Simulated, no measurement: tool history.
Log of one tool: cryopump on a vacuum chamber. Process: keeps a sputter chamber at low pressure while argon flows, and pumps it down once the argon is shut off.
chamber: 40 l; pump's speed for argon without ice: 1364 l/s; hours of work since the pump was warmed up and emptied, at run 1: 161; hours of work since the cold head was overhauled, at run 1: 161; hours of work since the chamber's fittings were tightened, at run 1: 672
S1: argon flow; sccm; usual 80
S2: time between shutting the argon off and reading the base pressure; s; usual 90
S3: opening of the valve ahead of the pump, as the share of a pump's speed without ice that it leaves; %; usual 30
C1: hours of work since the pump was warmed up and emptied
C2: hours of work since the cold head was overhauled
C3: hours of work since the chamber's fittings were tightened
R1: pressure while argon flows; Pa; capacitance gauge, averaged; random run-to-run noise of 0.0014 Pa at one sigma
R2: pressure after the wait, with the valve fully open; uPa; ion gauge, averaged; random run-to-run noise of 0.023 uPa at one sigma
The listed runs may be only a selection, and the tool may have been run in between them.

run 1 hour=0 | S1=80 S2=90 S3=30 | C1=161 C2=161 C3=672 | R1=0.3328 R2=1.65
run 2 hour=52 | S1=80 S2=218 S3=30 | C1=184 C2=184 C3=696 | R1=0.3366 R2=1.36
run 3 hour=78 | S1=80 S2=90 S3=31 | C1=196 C2=196 C3=707 | R1=0.3236 R2=1.64
run 4 hour=104 | S1=80 S2=90 S3=31 | C1=208 C2=208 C3=719 | R1=0.3253 R2=1.69
run 5 hour=134.7 | S1=80 S2=90 S3=31 | C1=221 C2=221 C3=733 | R1=0.3258 R2=1.69
run 6 hour=172.9 | S1=80 S2=25 S3=30 | C1=239 C2=239 C3=750 | R1=0.3352 R2=3.08
run 7 hour=197.6 | S1=80 S2=67 S3=30 | C1=250 C2=250 C3=761 | R1=0.3338 R2=1.96
run 8 hour=225.6 | S1=80 S2=67 S3=30 | C1=263 C2=263 C3=774 | R1=0.3356 R2=1.87
run 9 hour=271.9 | S1=80 S2=67 S3=30 | C1=283 C2=283 C3=795 | R1=0.3391 R2=1.94
run 10 hour=322.9 | S1=80 S2=67 S3=30 | C1=307 C2=307 C3=818 | R1=0.3359 R2=2.02
run 11 hour=347.2 | S1=80 S2=189 S3=30 | C1=318 C2=318 C3=829 | R1=0.3402 R2=1.55
run 12 hour=377.3 | S1=80 S2=189 S3=30 | C1=331 C2=331 C3=843 | R1=0.3407 R2=1.63
run 13 hour=408.9 | S1=80 S2=90 S3=30 | C1=345 C2=345 C3=857 | R1=0.336 R2=1.88
run 14 hour=436.1 | S1=80 S2=90 S3=30 | C1=358 C2=358 C3=869 | R1=0.3391 R2=1.91
run 15 hour=462.5 | S1=80 S2=90 S3=30 | C1=370 C2=370 C3=881 | R1=0.3368 R2=1.93
run 16 hour=497.2 | S1=80 S2=90 S3=30 | C1=385 C2=385 C3=897 | R1=0.3369 R2=1.92
run 17 hour=541.2 | S1=80 S2=90 S3=30 | C1=405 C2=405 C3=917 | R1=0.3407 R2=1.94
run 18 hour=568.9 | S1=100 S2=90 S3=30 | C1=418 C2=418 C3=929 | R1=0.4249 R2=1.94
run 19 hour=629.2 | S1=100 S2=90 S3=30 | C1=445 C2=445 C3=957 | R1=0.4234 R2=2.13
run 20 hour=674.8 | S1=43 S2=90 S3=31 | C1=466 C2=466 C3=977 | R1=0.1778 R2=2.13
run 21 hour=709.1 | S1=84 S2=25 S3=31 | C1=481 C2=481 C3=993 | R1=0.3461 R2=3.41
run 22 hour=763.2 | S1=80 S2=41 S3=42 | C1=506 C2=506 C3=1017 | R1=0.2455 R2=2.84
run 23 hour=808.8 | S1=35 S2=204 S3=28 | C1=526 C2=526 C3=1038 | R1=0.1586 R2=1.87
run 24 hour=835.3 | S1=35 S2=204 S3=28 | C1=538 C2=538 C3=1050 | R1=0.159 R2=1.93
run 25 hour=879.2 | S1=35 S2=204 S3=28 | C1=558 C2=558 C3=1070 | R1=0.1592 R2=1.97
run 26 hour=939.8 | S1=35 S2=204 S3=28 | C1=585 C2=585 C3=1097 | R1=0.1583 R2=1.99
run 27 hour=981.4 | S1=35 S2=204 S3=28 | C1=604 C2=604 C3=1116 | R1=0.1599 R2=1.99
run 28 hour=1015.3 | S1=80 S2=36 S3=30 | C1=620 C2=620 C3=1131 | R1=0.3444 R2=3.11
run 29 hour=1043.8 | S1=138 S2=90 S3=18 | C1=632 C2=632 C3=1144 | R1=0.9701 R2=2.38
run 30 hour=1078 | S1=45 S2=298 S3=30 | C1=648 C2=648 C3=1160 | R1=0.195 R2=1.99
run 31 hour=1130.3 | S1=71 S2=90 S3=30 | C1=672 C2=672 C3=1183 | R1=0.3081 R2=2.47
run 32 hour=1168.3 | S1=71 S2=90 S3=30 | C1=689 C2=689 C3=1200 | R1=0.3042 R2=2.44
run 33 hour=1225.6 | S1=103 S2=90 S3=41 | C1=715 C2=715 C3=1226 | R1=0.3313 R2=2.47
run 34 hour=1258.5 | S1=38 S2=115 S3=20 | C1=730 C2=730 C3=1241 | R1=0.2411 R2=2.35
run 35 hour=1285 | S1=100 S2=41 S3=30 | C1=742 C2=742 C3=1253 | R1=0.4341 R2=3.23

Selected run-to-run steps in R1, each split into two signed amounts: the part the tool would show with no hidden state at all (from settings, incoming material and random variation), and the remainder, which goes to the hidden state together with any gauge scatter not common to the measured and the hidden-state-free results:
Hidden conditions of the tool in this case: pump's speed, % of a pump's without ice; cold plate's temperature, K; leak into the chamber, uPa l/s; drift of the gauge itself on working_pa, %; drift of the gauge itself on base_upa, %.
Run 19 -> 20: S1 100 -> 43, S3 30 -> 31. R1 -0.2456 Pa: hidden state -0.0062, all else -0.2394.
Run 28 -> 29: S1 80 -> 138, S2 36 -> 90, S3 30 -> 18. R1 +0.6257 Pa: hidden state +0.0095, all else +0.6162.
Run 29 -> 30: S1 138 -> 45, S2 90 -> 298, S3 18 -> 30. R1 -0.7751 Pa: hidden state -0.0147, all else -0.7604.
Run 33 -> 34: S1 103 -> 38, S2 90 -> 115, S3 41 -> 20. R1 -0.0902 Pa: hidden state -0.0117, all else -0.0785.
Run 34 -> 35: S1 38 -> 100, S2 115 -> 41, S3 20 -> 30. R1 +0.193 Pa: hidden state +0.012, all else +0.181.

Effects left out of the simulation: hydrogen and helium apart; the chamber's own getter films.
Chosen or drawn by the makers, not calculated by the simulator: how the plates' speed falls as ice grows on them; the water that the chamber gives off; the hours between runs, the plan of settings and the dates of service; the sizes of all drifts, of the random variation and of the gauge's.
